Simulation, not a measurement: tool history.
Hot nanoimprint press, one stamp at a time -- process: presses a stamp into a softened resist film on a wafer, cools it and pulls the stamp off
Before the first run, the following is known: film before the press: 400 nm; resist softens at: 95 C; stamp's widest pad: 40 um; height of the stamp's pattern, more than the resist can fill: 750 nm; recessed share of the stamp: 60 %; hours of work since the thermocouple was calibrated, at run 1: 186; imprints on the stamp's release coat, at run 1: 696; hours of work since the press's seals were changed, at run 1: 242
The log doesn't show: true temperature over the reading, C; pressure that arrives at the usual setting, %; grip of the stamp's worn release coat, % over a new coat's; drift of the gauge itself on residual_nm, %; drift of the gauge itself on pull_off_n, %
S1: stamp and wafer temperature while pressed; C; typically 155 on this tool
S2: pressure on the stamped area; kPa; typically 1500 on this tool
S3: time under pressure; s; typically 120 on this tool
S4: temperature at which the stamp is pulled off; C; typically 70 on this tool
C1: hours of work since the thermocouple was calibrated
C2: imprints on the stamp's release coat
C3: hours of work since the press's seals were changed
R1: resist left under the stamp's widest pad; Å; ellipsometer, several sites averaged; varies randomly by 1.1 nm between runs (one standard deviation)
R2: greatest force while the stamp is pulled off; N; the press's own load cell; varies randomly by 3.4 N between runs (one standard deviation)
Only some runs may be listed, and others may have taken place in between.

Run 1, hour 0.0: usual settings; C1 186; C2 696; C3 242. Result: R1 1580 Å, R2 175 N.
Run 2, hour 6.3: usual settings; C1 191; C2 719; C3 247. Result: R1 1564 Å, R2 167 N.
Run 3, hour 16.0: usual settings but S3 237 s; C1 198; C2 756; C3 255. Result: R1 1204 Å, R2 174 N.
Run 4, hour 24.3: usual settings but S3 237 s; C1 205; C2 786; C3 261. Result: R1 1202 Å, R2 172 N.
Run 5, hour 33.4: usual settings but S3 237 s; C1 212; C2 821; C3 268. Result: R1 1192 Å, R2 172 N.
Run 6, hour 38.2: usual settings but S3 237 s; C1 216; C2 839; C3 272. Result: R1 1198 Å, R2 175 N.
Run 7, hour 44.2: usual settings but S3 237 s; C1 220; C2 861; C3 276. Result: R1 1201 Å, R2 175 N.
Run 8, hour 51.4: usual settings but S3 82 s; C1 226; C2 888; C3 282. Result: R1 1815 Å, R2 171 N.
Run 9, hour 56.2: usual settings but S3 82 s; C1 230; C2 906; C3 286. Result: R1 1781 Å, R2 174 N.
Run 10, hour 63.9: usual settings but S3 82 s; C1 235; C2 935; C3 292. Result: R1 1803 Å, R2 171 N.
Run 11, hour 73.0: usual settings but S4 77 C; C1 243; C2 969; C3 299. Result: R1 1580 Å, R2 144 N.
Run 12, hour 81.2: usual settings but S4 77 C; C1 249; C2 1000; C3 305. Result: R1 1565 Å, R2 155 N.
Run 13, hour 88.8: usual settings but S4 77 C; C1 255; C2 1028; C3 311. Result: R1 1572 Å, R2 155 N.
Run 14, hour 98.4: usual settings but S2 1760 kPa; C1 262; C2 1064; C3 319. Result: R1 1434 Å, R2 181 N.
Run 15, hour 107.0: usual settings but S2 1760 kPa; C1 269; C2 1096; C3 325. Result: R1 1458 Å, R2 177 N.
Run 16, hour 111.4: usual settings but S1 144 C, S3 63 s; C1 272; C2 1113; C3 329. Result: R1 3094 Å, R2 172 N.
Run 17, hour 116.0: usual settings but S1 145 C, S2 1470 kPa, S3 104 s, S4 73 C; C1 276; C2 1130; C3 332. Result: R1 2670 Å, R2 170 N.
Run 18, hour 120.3: usual settings but S1 145 C, S2 1470 kPa, S3 104 s, S4 73 C; C1 279; C2 1146; C3 336. Result: R1 2692 Å, R2 165 N.
Run 19, hour 126.5: usual settings but S3 84 s; C1 284; C2 1169; C3 340. Result: R1 1801 Å, R2 173 N.
Run 20, hour 132.8: usual settings but S2 2300 kPa, S3 146 s; C1 289; C2 1193; C3 345. Result: R1 1171 Å, R2 182 N.
Run 21, hour 141.3: usual settings but S2 1240 kPa, S3 146 s; C1 296; C2 1225; C3 352. Result: R1 1604 Å, R2 181 N.
Run 22, hour 148.5: usual settings but S2 1240 kPa, S3 146 s; C1 301; C2 1251; C3 358. Result: R1 1587 Å, R2 182 N.
Run 23, hour 153.2: usual settings but S1 146 C, S2 1070 kPa, S3 129 s, S4 66 C; C1 305; C2 1269; C3 361. Result: R1 2694 Å, R2 191 N.
Run 24, hour 157.6: usual settings but S1 146 C, S2 1070 kPa, S3 91 s, S4 66 C; C1 308; C2 1285; C3 365. Result: R1 2912 Å, R2 195 N.
Run 25, hour 162.2: usual settings but S1 147 C, S2 1070 kPa, S3 91 s, S4 59 C; C1 312; C2 1303; C3 368. Result: R1 2811 Å, R2 217 N.
Run 26, hour 167.0: usual settings but S1 166 C, S4 58 C; C1 316; C2 1321; C3 372. Result: R1 891 Å, R2 224 N.
Run 27, hour 172.4: usual settings but S1 166 C, S2 1060 kPa, S4 69 C; C1 320; C2 1341; C3 376. Result: R1 1087 Å, R2 191 N.
Run 28, hour 178.8: usual settings but S1 166 C, S2 1060 kPa, S4 69 C; C1 325; C2 1365; C3 381. Result: R1 1086 Å, R2 185 N.
Run 29, hour 185.9: usual settings but S1 161 C, S2 1510 kPa, S3 217 s, S4 75 C; C1 330; C2 1391; C3 387. Result: R1 887 Å, R2 162 N.
Run 30, hour 193.6: usual settings but S1 147 C, S2 1510 kPa, S3 155 s, S4 75 C; C1 336; C2 1420; C3 393. Result: R1 2117 Å, R2 173 N.

Measured result minus the same run's result without the hidden state. Both carry the same run-to-run variation, though not necessarily the same gauge scatter:
run   R1   R2
  1  -34  +10
  2  -34  +10
  3  -29  +11
  4  -30  +11
  5  -30  +12
  6  -32  +12
  7  -32  +12
  8  -44  +12
  9  -43  +13
 10  -46  +13
 11  -42  +11
 12  -44  +12
 13  -45  +13
 14  -41  +16
 15  -42  +15
 16  -57  +16
 17  -67  +15
 18  -68  +15
 19  -54  +16
 20  -34  +18
 21  -54  +18
 22  -54  +18
 23  -75  +20
 24  -69  +20
 25  -72  +23
 26  -27  +24
 27  -36  +21
 28  -36  +20
 29  -31  +18
 30  -77  +19
